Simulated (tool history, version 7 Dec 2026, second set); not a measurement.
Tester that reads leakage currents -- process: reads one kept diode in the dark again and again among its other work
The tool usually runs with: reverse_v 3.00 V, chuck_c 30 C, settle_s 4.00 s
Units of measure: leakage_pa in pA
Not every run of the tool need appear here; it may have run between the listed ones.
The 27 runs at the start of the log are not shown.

run,hour,reverse_v,chuck_c,settle_s,hours of work since the probe card was cleaned,hours of work since the tester was calibrated,hours of work since the chuck was calibrated,leakage_pa
28,1437.9,1.47,29,5.82,891,1222,1505,7.26
29,1473.3,1.47,29,5.82,909,1241,1523,7.34
30,1517.1,1.47,29,5.82,932,1264,1546,7.28
31,1579.2,1.74,30,4.00,964,1296,1578,8.61
32,1641.1,1.74,29,4.00,996,1328,1610,7.76
33,1719.9,17.72,30,4.00,1037,1369,1651,21.12
34,1773.0,3.00,26,2.54,1065,1396,1679,7.48
35,1814.3,12.07,48,2.99,1086,1418,1700,77.31
36,1860.3,4.45,30,0.79,1110,1442,1724,13.15
37,1928.1,3.03,36,2.11,1145,1477,1759,17.64
38,1965.1,6.84,30,0.65,1165,1496,1779,16.43
39,2003.4,9.22,22,3.74,1184,1516,1799,8.31

Estimate the outcome of run 40 from the log above:
40,2054.4,9.22,22,3.74,1211,1542,1825,?

leakage_pa: 8.36 pA
Were there no unlogged condition in the tool, this run, its random variation unchanged, would have produced leakage_pa 8.35 pA.

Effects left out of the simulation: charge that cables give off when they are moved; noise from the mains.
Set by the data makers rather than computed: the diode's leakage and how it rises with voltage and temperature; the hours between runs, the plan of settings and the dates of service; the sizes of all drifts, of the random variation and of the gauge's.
